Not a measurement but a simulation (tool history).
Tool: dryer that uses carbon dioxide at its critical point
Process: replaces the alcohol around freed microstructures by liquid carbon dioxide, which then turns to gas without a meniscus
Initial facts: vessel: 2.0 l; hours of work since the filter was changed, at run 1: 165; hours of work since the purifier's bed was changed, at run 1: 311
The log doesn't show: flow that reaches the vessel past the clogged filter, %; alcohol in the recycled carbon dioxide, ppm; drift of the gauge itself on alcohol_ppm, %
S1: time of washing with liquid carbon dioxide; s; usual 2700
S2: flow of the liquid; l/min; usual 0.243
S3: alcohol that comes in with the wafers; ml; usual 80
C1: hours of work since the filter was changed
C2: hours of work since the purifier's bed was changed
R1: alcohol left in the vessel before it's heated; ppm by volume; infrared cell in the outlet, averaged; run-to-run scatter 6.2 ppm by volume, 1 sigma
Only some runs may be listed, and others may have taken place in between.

run,hour,S1,S2,S3,C1,C2,R1
1,0,2700,0.243,80,165,311,408
2,46,2700,0.243,81,192,337,438
3,70.5,2700,0.243,81,206,352,461
4,111.8,2700,0.243,80,230,375,463
5,153.7,2700,0.243,43,254,400,332
# hour 166.1: inlet filter changed
6,185,2700,0.243,43,11,417,253
7,227.2,2700,0.243,43,35,442,257
8,261.1,2700,0.243,22,55,461,209
9,307.3,2700,0.243,81,82,488,424
10,350.8,2700,0.243,81,107,513,461
11,395.3,1680,0.243,80,132,539,2133
12,438.2,2700,0.243,80,157,564,479
13,469.7,2700,0.243,80,175,582,500
14,500,2700,0.243,80,193,599,506
15,542.1,2700,0.381,80,217,624,197
16,581.6,2700,0.381,80,240,646,184
# hour 615.4: inlet filter changed
17,616.2,2700,0.243,77,0,666,400
18,653.5,2700,0.243,80,22,687,433
19,695.3,1800,0.243,80,46,712,1633
20,725.7,1800,0.393,80,64,729,399
21,761.7,1800,0.393,80,85,750,419
22,783.8,1800,0.393,80,97,763,424
23,812.5,1800,0.393,31,114,779,283
24,855,1800,0.393,31,138,804,315
25,902.3,1800,0.393,22,166,831,291
26,937.2,2400,0.243,33,186,851,462
27,962.4,2400,0.243,26,201,866,414
28,990.8,2400,0.156,80,217,882,2780
29,1019.8,2520,0.219,22,234,899,437
30,1052.4,2940,0.331,80,253,918,269
# hour 1067.5: inlet filter changed
31,1074.9,2940,0.331,80,4,930,256
32,1098.7,2640,0.21,46,18,944,543
33,1125.9,1980,0.165,80,34,960,3371
# hour 1149.1: purifier's bed changed
34,1167.2,3660,0.392,52,56,10,4
35,1202.2,1860,0.268,80,76,31,984

Expected results for the next run?
36,1228.1,1860,0.268,80,91,46,?

R1: 1000 ppm by volume
On a tool with no hidden condition, and with the same random variation, this run would have come out at R1 841 ppm by volume.
